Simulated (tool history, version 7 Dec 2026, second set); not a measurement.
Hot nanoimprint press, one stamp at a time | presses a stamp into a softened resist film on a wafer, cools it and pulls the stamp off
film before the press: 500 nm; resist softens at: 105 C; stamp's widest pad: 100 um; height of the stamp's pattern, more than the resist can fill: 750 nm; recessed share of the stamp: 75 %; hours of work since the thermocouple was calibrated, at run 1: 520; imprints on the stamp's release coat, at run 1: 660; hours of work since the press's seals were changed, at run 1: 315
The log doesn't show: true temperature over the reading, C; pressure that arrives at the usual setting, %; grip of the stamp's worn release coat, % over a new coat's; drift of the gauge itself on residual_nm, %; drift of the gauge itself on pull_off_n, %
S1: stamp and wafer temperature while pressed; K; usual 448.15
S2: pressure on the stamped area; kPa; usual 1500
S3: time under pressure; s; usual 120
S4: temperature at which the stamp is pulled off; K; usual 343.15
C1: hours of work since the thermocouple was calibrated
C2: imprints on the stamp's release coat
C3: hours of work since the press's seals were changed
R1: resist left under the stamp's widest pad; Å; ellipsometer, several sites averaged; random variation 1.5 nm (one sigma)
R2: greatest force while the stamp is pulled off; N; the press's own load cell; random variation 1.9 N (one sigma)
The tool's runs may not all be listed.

{"run": 1, "hour": 0.0, "S1": 448.15, "S2": 1500, "S3": 120, "S4": 343.15, "C1": 520, "C2": 660, "C3": 315, "R1": 2248, "R2": 130}
{"hour": 17.6, "done": "plate thermocouple calibrated"}
{"run": 2, "hour": 38.4, "S1": 440.15, "S2": 1500, "S3": 120, "S4": 343.15, "C1": 17, "C2": 831, "C3": 343, "R1": 3180, "R2": 132}
{"run": 3, "hour": 71.6, "S1": 448.15, "S2": 1010, "S3": 120, "S4": 343.15, "C1": 43, "C2": 992, "C3": 369, "R1": 2744, "R2": 135}
{"hour": 81.5, "done": "stamp cleaned and given a new release coat"}
{"run": 4, "hour": 113.1, "S1": 459.15, "S2": 1500, "S3": 120, "S4": 343.15, "C1": 71, "C2": 153, "C3": 398, "R1": 1438, "R2": 130}
{"run": 5, "hour": 142.6, "S1": 459.15, "S2": 1500, "S3": 120, "S4": 343.15, "C1": 95, "C2": 296, "C3": 421, "R1": 1446, "R2": 134}
{"run": 6, "hour": 199.9, "S1": 448.15, "S2": 1400, "S3": 120, "S4": 343.15, "C1": 140, "C2": 573, "C3": 467, "R1": 2382, "R2": 132}
{"run": 7, "hour": 240.5, "S1": 450.15, "S2": 1500, "S3": 120, "S4": 343.15, "C1": 173, "C2": 770, "C3": 499, "R1": 2097, "R2": 132}
{"run": 8, "hour": 268.4, "S1": 448.15, "S2": 1500, "S3": 120, "S4": 343.15, "C1": 195, "C2": 905, "C3": 521, "R1": 2284, "R2": 131}
{"hour": 296.3, "done": "stamp cleaned and given a new release coat"}
{"run": 9, "hour": 334.0, "S1": 448.15, "S2": 1500, "S3": 120, "S4": 343.15, "C1": 242, "C2": 183, "C3": 568, "R1": 2287, "R2": 130}
{"run": 10, "hour": 388.3, "S1": 448.15, "S2": 1500, "S3": 126, "S4": 343.15, "C1": 285, "C2": 446, "C3": 612, "R1": 2256, "R2": 131}
{"run": 11, "hour": 447.9, "S1": 455.15, "S2": 1500, "S3": 120, "S4": 343.15, "C1": 333, "C2": 734, "C3": 659, "R1": 1689, "R2": 130}
{"run": 12, "hour": 484.0, "S1": 448.15, "S2": 1500, "S3": 63, "S4": 343.15, "C1": 361, "C2": 909, "C3": 688, "R1": 2826, "R2": 133}
{"hour": 511.8, "done": "stamp cleaned and given a new release coat"}
{"run": 13, "hour": 539.7, "S1": 448.15, "S2": 1500, "S3": 120, "S4": 343.15, "C1": 401, "C2": 135, "C3": 727, "R1": 2295, "R2": 138}
{"run": 14, "hour": 576.4, "S1": 448.15, "S2": 1500, "S3": 120, "S4": 343.15, "C1": 430, "C2": 313, "C3": 756, "R1": 2269, "R2": 133}
{"run": 15, "hour": 633.8, "S1": 448.15, "S2": 1500, "S3": 120, "S4": 343.15, "C1": 476, "C2": 591, "C3": 802, "R1": 2261, "R2": 129}
{"run": 16, "hour": 660.9, "S1": 448.15, "S2": 1500, "S3": 120, "S4": 343.15, "C1": 497, "C2": 722, "C3": 824, "R1": 2294, "R2": 132}
{"hour": 707.3, "done": "plate thermocouple calibrated"}
{"run": 17, "hour": 715.4, "S1": 448.15, "S2": 1500, "S3": 120, "S4": 343.15, "C1": 6, "C2": 972, "C3": 865, "R1": 2311, "R2": 128}
{"hour": 730.1, "done": "stamp cleaned and given a new release coat"}
{"run": 18, "hour": 747.9, "S1": 448.15, "S2": 1500, "S3": 72, "S4": 331.15, "C1": 27, "C2": 86, "C3": 886, "R1": 2694, "R2": 169}
{"hour": 790.8, "done": "press's hydraulic seals changed and the load cell set to zero"}
{"run": 19, "hour": 795.2, "S1": 448.15, "S2": 1500, "S3": 72, "S4": 351.15, "C1": 59, "C2": 277, "C3": 4, "R1": 2715, "R2": 111}
{"run": 20, "hour": 844.3, "S1": 448.15, "S2": 1500, "S3": 72, "S4": 351.15, "C1": 98, "C2": 514, "C3": 43, "R1": 2730, "R2": 105}
{"run": 21, "hour": 891.3, "S1": 448.15, "S2": 1500, "S3": 72, "S4": 351.15, "C1": 135, "C2": 742, "C3": 80, "R1": 2718, "R2": 109}
{"hour": 951.9, "done": "stamp cleaned and given a new release coat"}
{"run": 22, "hour": 951.9, "S1": 437.15, "S2": 1500, "S3": 124, "S4": 343.15, "C1": 179, "C2": 0, "C3": 123, "R1": 3489, "R2": 132}
{"run": 23, "hour": 1003.8, "S1": 448.15, "S2": 1500, "S3": 64, "S4": 347.15, "C1": 220, "C2": 251, "C3": 165, "R1": 2802, "R2": 119}
{"run": 24, "hour": 1035.8, "S1": 443.15, "S2": 1500, "S3": 120, "S4": 343.15, "C1": 245, "C2": 406, "C3": 190, "R1": 2772, "R2": 130}
{"run": 25, "hour": 1070.7, "S1": 448.15, "S2": 1110, "S3": 120, "S4": 343.15, "C1": 273, "C2": 575, "C3": 218, "R1": 2610, "R2": 133}
{"run": 26, "hour": 1119.3, "S1": 448.15, "S2": 1740, "S3": 120, "S4": 343.15, "C1": 312, "C2": 810, "C3": 256, "R1": 2119, "R2": 132}
{"hour": 1167.8, "done": "stamp cleaned and given a new release coat"}
{"run": 27, "hour": 1171.2, "S1": 448.15, "S2": 1160, "S3": 98, "S4": 330.15, "C1": 348, "C2": 17, "C3": 293, "R1": 2741, "R2": 170}

Forecast run 28:
{"run": 28, "hour": 1229.5, "S1": 448.15, "S2": 2320, "S3": 120, "S4": 335.15, "C1": 395, "C2": 299, "C3": 339, "R1": "?", "R2": "?"}

Run 28 gave R1 1839 Å, R2 158 N.
Without the tool's hidden state the same run would have given R1 1845 Å, R2 158 N.

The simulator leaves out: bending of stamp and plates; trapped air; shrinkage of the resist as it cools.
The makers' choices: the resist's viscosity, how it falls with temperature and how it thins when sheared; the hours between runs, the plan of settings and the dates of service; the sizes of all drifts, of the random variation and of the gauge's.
